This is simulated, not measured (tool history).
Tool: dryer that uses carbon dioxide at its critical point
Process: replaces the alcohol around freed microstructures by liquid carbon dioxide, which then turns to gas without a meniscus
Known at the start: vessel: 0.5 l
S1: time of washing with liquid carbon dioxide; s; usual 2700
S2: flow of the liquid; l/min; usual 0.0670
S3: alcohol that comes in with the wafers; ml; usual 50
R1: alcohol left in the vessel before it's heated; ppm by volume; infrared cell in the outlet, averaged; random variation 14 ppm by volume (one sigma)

Run 1, hour 0.0: usual settings. Result: R1 1153 ppm by volume.
Run 2, hour 29.0: usual settings. Result: R1 1220 ppm by volume.
Run 3, hour 49.0: usual settings. Result: R1 1252 ppm by volume.
At hour 55.3: inlet filter changed.
Run 4, hour 70.3: usual settings. Result: R1 960 ppm by volume.
Run 5, hour 105.9: usual settings but S1 3180 s. Result: R1 472 ppm by volume.
Run 6, hour 124.3: usual settings but S2 0.0626 l/min. Result: R1 1340 ppm by volume.
Run 7, hour 144.5: usual settings. Result: R1 1044 ppm by volume.
Run 8, hour 166.0: usual settings but S2 0.0560 l/min. Result: R1 2123 ppm by volume.
Run 9, hour 197.9: usual settings but S2 0.0560 l/min. Result: R1 2272 ppm by volume.
Run 10, hour 228.6: usual settings. Result: R1 1160 ppm by volume.
Run 11, hour 249.0: usual settings. Result: R1 1157 ppm by volume.
Run 12, hour 276.3: usual settings. Result: R1 1182 ppm by volume.
Run 13, hour 295.1: usual settings but S3 49 ml. Result: R1 1209 ppm by volume.
Run 14, hour 329.2: usual settings but S3 49 ml. Result: R1 1244 ppm by volume.
At hour 337.9: inlet filter changed.
Run 15, hour 354.1: usual settings but S2 0.0819 l/min, S3 49 ml. Result: R1 416 ppm by volume.
Run 16, hour 386.1: usual settings but S2 0.0819 l/min, S3 49 ml. Result: R1 427 ppm by volume.
Run 17, hour 406.0: usual settings but S1 3420 s, S2 0.0819 l/min, S3 49 ml. Result: R1 181 ppm by volume.
Run 18, hour 425.3: usual settings. Result: R1 1085 ppm by volume.
Run 19, hour 464.4: usual settings. Result: R1 1080 ppm by volume.
Run 20, hour 492.8: usual settings. Result: R1 1125 ppm by volume.
Run 21, hour 510.4: usual settings. Result: R1 1133 ppm by volume.
Run 22, hour 542.0: usual settings but S3 101 ml. Result: R1 2259 ppm by volume.
Run 23, hour 567.0: usual settings but S3 101 ml. Result: R1 2403 ppm by volume.
Run 24, hour 588.0: usual settings but S3 101 ml. Result: R1 2416 ppm by volume.
Run 25, hour 606.3: usual settings but S2 0.1098 l/min, S3 33 ml. Result: R1 183 ppm by volume.
At hour 619.6: inlet filter changed.
Run 26, hour 633.4: usual settings but S1 3960 s, S2 0.0913 l/min, S3 28 ml. Result: R1 150 ppm by volume.
Run 27, hour 654.6: usual settings but S1 1680 s, S2 0.0913 l/min, S3 37 ml. Result: R1 1476 ppm by volume.
Run 28, hour 677.3: usual settings but S1 3180 s, S2 0.0972 l/min. Result: R1 170 ppm by volume.
Run 29, hour 712.4: usual settings but S1 1620 s, S2 0.0845 l/min, S3 91 ml. Result: R1 5458 ppm by volume.
Run 30, hour 736.2: usual settings but S1 3120 s, S2 0.0585 l/min, S3 91 ml. Result: R1 1805 ppm by volume.
Run 31, hour 761.4: usual settings but S1 3120 s, S2 0.0929 l/min, S3 22 ml. Result: R1 186 ppm by volume.
Run 32, hour 781.9: usual settings but S1 3120 s, S2 0.0929 l/min, S3 22 ml. Result: R1 176 ppm by volume.
Run 33, hour 804.7: usual settings but S1 2340 s, S2 0.0996 l/min, S3 23 ml. Result: R1 281 ppm by volume.
Run 34, hour 842.0: usual settings but S2 0.0823 l/min, S3 21 ml. Result: R1 331 ppm by volume.
Run 35, hour 875.3: usual settings but S2 0.1101 l/min, S3 74 ml. Result: R1 255 ppm by volume.
At hour 901.5: inlet filter changed.
Run 36, hour 912.6: usual settings but S2 0.0481 l/min, S3 51 ml. Result: R1 3612 ppm by volume.
Run 37, hour 936.7: usual settings but S2 0.0452 l/min, S3 40 ml. Result: R1 3432 ppm by volume.
Run 38, hour 967.0: usual settings but S2 0.0631 l/min, S3 23 ml. Result: R1 721 ppm by volume.
Run 39, hour 1003.1: usual settings but S1 2880 s, S2 0.0733 l/min, S3 78 ml. Result: R1 861 ppm by volume.
Run 40, hour 1038.2: usual settings but S2 0.0466 l/min, S3 80 ml. Result: R1 6617 ppm by volume.
At hour 1072.9: purifier's bed changed.
Run 41, hour 1075.7: usual settings but S2 0.0466 l/min, S3 80 ml. Result: R1 6833 ppm by volume.
Run 42, hour 1105.8: usual settings but S2 0.0466 l/min, S3 80 ml. Result: R1 6703 ppm by volume.
Run 43, hour 1127.3: usual settings but S2 0.0466 l/min, S3 80 ml. Result: R1 6973 ppm by volume.
Run 44, hour 1150.9: usual settings but S1 1860 s, S2 0.0456 l/min. Result: R1 12163 ppm by volume.
Run 45, hour 1170.0: usual settings but S1 4260 s, S2 0.1125 l/min, S3 106 ml. Result: R1 11 ppm by volume.
At hour 1186.9: inlet filter changed.
Run 46, hour 1186.9: usual settings but S1 3960 s, S2 0.1103 l/min, S3 23 ml. Result: R1 14 ppm by volume.

Forecast each of these 3 alternatives for the next run:
Run A, hour 1225.7: usual settings but S2 0.0822 l/min. Result: R1 ?.
Run B, hour 1225.7: usual settings but S1 2340 s. Result: R1 ?.
Run C, hour 1225.7: usual settings but S1 1980 s, S2 0.1103 l/min, S3 23 ml. Result: R1 ?.

run    R1
  A   318
  B  1675
  C   179
Without the tool's hidden state the same runs would have given:
run    R1
  A   273
  B  1547
  C   148

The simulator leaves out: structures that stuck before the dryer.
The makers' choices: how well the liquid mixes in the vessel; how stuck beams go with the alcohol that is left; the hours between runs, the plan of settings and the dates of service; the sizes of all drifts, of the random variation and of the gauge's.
